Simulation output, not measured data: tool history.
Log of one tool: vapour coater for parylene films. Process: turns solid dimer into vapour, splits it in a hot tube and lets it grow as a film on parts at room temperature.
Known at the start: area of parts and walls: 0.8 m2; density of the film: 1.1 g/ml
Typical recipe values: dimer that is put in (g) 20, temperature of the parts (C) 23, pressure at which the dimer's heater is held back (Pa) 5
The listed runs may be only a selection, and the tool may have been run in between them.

run   hour  dimer that is put in (g)  temperature of the parts (C)  pressure at which the dimer's heater is held back (Pa)  thickness of the film (nm)
  1      0                        20                            23                                                       5                       16870
  2   36.8                        20                            23                                                       5                       16590
  3   72.8                        20                            23                                                       5                       16550
  4   97.2                        20                            23                                                       5                       16580
  5  135.1                        20                            23                                                       5                       16300
  6    156                        20                            22                                                       5                       16680
  7  176.5                        20                            22                                                       5                       16750
  8    205                        20                            22                                                       5                       16740
  9    234                        20                            26                                                       5                       15300
 10  263.5                        20                            23                                                       5                       16240
 11  283.4                        20                            23                                                       5                       16220
 12    319                        24                            19                                                     4.5                       21420
 13  337.1                        11                            21                                                    7.62                        8660
 14  375.9                        12                            29                                                       5                        8620
     383.1  -- trap's valve overhauled
 15  412.4                        15                            24                                                    4.93                       11490
 16  433.9                        20                            26                                                       5                       14680
 17  453.7                        20                            26                                                       5                       14840
 18  472.6                        20                            21                                                    5.66                       15780
 19  506.2                        20                            21                                                    5.66                       16020
 20  548.7                        26                            21                                                    5.66                       20760
 21  575.3                        30                            19                                                    3.26                       26960

Each row is a separate what-if for the run after 21, all from the same tool condition, not one after another. Results?
     607.9  -- trap's valve overhauled, once more
  A  607.9                        20                            17                                                    7.16                           ?
     607.9  -- trap's valve overhauled, once more
  B  607.9                        25                            21                                                    2.25                           ?
     607.9  -- trap's valve overhauled, once more
  C  607.9                        22                            29                                                       5                           ?
     607.9  -- trap's valve overhauled, once more
  D  607.9                        25                            23                                                    5.63                           ?

run  thickness of the film (nm)
  A                       18040
  B                       25740
  C                       16920
  D                       20990
Without the tool's hidden state the same runs would have given:
run  thickness of the film (nm)
  A                       17860
  B                       25490
  C                       16750
  D                       20780
